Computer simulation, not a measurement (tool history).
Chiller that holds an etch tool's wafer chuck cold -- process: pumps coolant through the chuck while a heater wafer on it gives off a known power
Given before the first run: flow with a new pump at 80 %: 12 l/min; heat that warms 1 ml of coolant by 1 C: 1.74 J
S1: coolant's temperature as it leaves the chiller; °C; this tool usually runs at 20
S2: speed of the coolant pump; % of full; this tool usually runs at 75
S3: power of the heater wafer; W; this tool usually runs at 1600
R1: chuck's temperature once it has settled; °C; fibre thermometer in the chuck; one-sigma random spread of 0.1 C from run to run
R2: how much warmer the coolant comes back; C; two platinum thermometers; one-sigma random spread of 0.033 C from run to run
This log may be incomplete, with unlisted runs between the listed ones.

Run 1, hour 0.0: usual settings. Result: R1 31.5 °C, R2 5.00 C.
Run 2, hour 31.1: usual settings. Result: R1 31.5 °C, R2 5.01 C.
Run 3, hour 57.8: usual settings. Result: R1 31.2 °C, R2 4.99 C.
Run 4, hour 104.3: usual settings. Result: R1 31.4 °C, R2 4.98 C.
Run 5, hour 137.1: usual settings. Result: R1 31.4 °C, R2 4.98 C.
Run 6, hour 167.6: usual settings. Result: R1 31.4 °C, R2 4.99 C.
Run 7, hour 209.7: usual settings. Result: R1 31.5 °C, R2 4.98 C.
Run 8, hour 236.6: usual settings but S2 74 % of full. Result: R1 31.6 °C, R2 5.02 C.
Run 9, hour 291.7: usual settings but S3 1913 W. Result: R1 33.7 °C, R2 5.95 C.
Run 10, hour 331.0: usual settings but S3 1913 W. Result: R1 33.7 °C, R2 5.99 C.
Run 11, hour 385.1: usual settings. Result: R1 31.7 °C, R2 5.01 C.
Run 12, hour 415.6: usual settings. Result: R1 31.5 °C, R2 4.97 C.
Run 13, hour 451.0: usual settings. Result: R1 31.7 °C, R2 5.00 C.
Run 14, hour 497.5: usual settings but S3 1376 W. Result: R1 29.8 °C, R2 4.29 C.
Run 15, hour 524.3: usual settings but S3 1376 W. Result: R1 29.9 °C, R2 4.31 C.
Run 16, hour 575.6: usual settings. Result: R1 31.5 °C, R2 4.97 C.
Run 17, hour 631.6: usual settings but S1 27 °C, S2 62 % of full, S3 1267 W. Result: R1 37.6 °C, R2 4.85 C.
Run 18, hour 675.8: usual settings but S1 27 °C, S2 62 % of full, S3 1267 W. Result: R1 37.6 °C, R2 4.86 C.
Run 19, hour 722.8: usual settings but S1 11 °C, S2 87 % of full, S3 2275 W. Result: R1 25.7 °C, R2 6.05 C.
Run 20, hour 755.2: usual settings but S1 17 °C. Result: R1 28.5 °C, R2 4.98 C.
Run 21, hour 801.4: usual settings but S1 17 °C. Result: R1 28.5 °C, R2 5.06 C.
Run 22, hour 827.1: usual settings but S1 17 °C. Result: R1 28.5 °C, R2 5.02 C.
Run 23, hour 868.2: usual settings but S1 17 °C, S2 78 % of full, S3 1001 W. Result: R1 24.1 °C, R2 3.04 C.
Run 24, hour 926.7: usual settings but S1 17 °C, S2 66 % of full. Result: R1 29.8 °C, R2 5.71 C.
Run 25, hour 985.0: usual settings but S1 17 °C, S2 66 % of full. Result: R1 29.9 °C, R2 5.76 C.
Run 26, hour 1023.0: usual settings but S1 17 °C, S2 66 % of full. Result: R1 29.8 °C, R2 5.77 C.
Run 27, hour 1057.2: usual settings but S1 11 °C, S2 66 % of full, S3 804 W. Result: R1 17.4 °C, R2 2.87 C.
Run 28, hour 1095.7: usual settings but S1 18 °C, S2 93 % of full, S3 1748 W. Result: R1 28.8 °C, R2 4.39 C.
Run 29, hour 1137.0: usual settings but S1 12 °C, S2 79 % of full, S3 1272 W. Result: R1 20.8 °C, R2 3.77 C.
Run 30, hour 1165.2: usual settings but S1 12 °C, S2 79 % of full, S3 1272 W. Result: R1 20.7 °C, R2 3.84 C.
Run 31, hour 1201.5: usual settings but S1 13 °C, S2 78 % of full, S3 1830 W. Result: R1 25.9 °C, R2 5.52 C.
Run 32, hour 1257.1: usual settings but S3 2132 W. Result: R1 35.5 °C, R2 6.65 C.

Table of differences, measured result less the result of that run with no hidden state. Run-to-run variation is the same in both. Gauge scatter possibly is not:
Unlogged tool condition in this case: heat passed by the chuck's channels, % of clean ones'; flow at a given pump speed, % of a new pump's; coolant's true temperature over the reading, C; drift of the gauge itself on chuck_c, C; drift of the gauge itself on warmer_back_c, C.
run    R1     R2
  1  +0.3  +0.05
  2  +0.3  +0.05
  3  +0.4  +0.05
  4  +0.3  +0.05
  5  +0.3  +0.06
  6  +0.4  +0.06
  7  +0.3  +0.05
  8  +0.4  +0.06
  9  +0.4  +0.07
 10  +0.4  +0.08
 11  +0.4  +0.07
 12  +0.3  +0.06
 13  +0.4  +0.06
 14  +0.3  +0.06
 15  +0.3  +0.06
 16  +0.3  +0.06
 17  +0.4  +0.07
 18  +0.3  +0.07
 19  +0.5  +0.09
 20  +0.4  +0.07
 21  +0.4  +0.07
 22  +0.4  +0.08
 23  +0.2  +0.05
 24  +0.4  +0.10
 25  +0.5  +0.10
 26  +0.5  +0.10
 27  +0.2  +0.05
 28  +0.4  +0.07
 29  +0.3  +0.07
 30  +0.3  +0.07
 31  +0.5  +0.09
 32  +0.7  +0.12
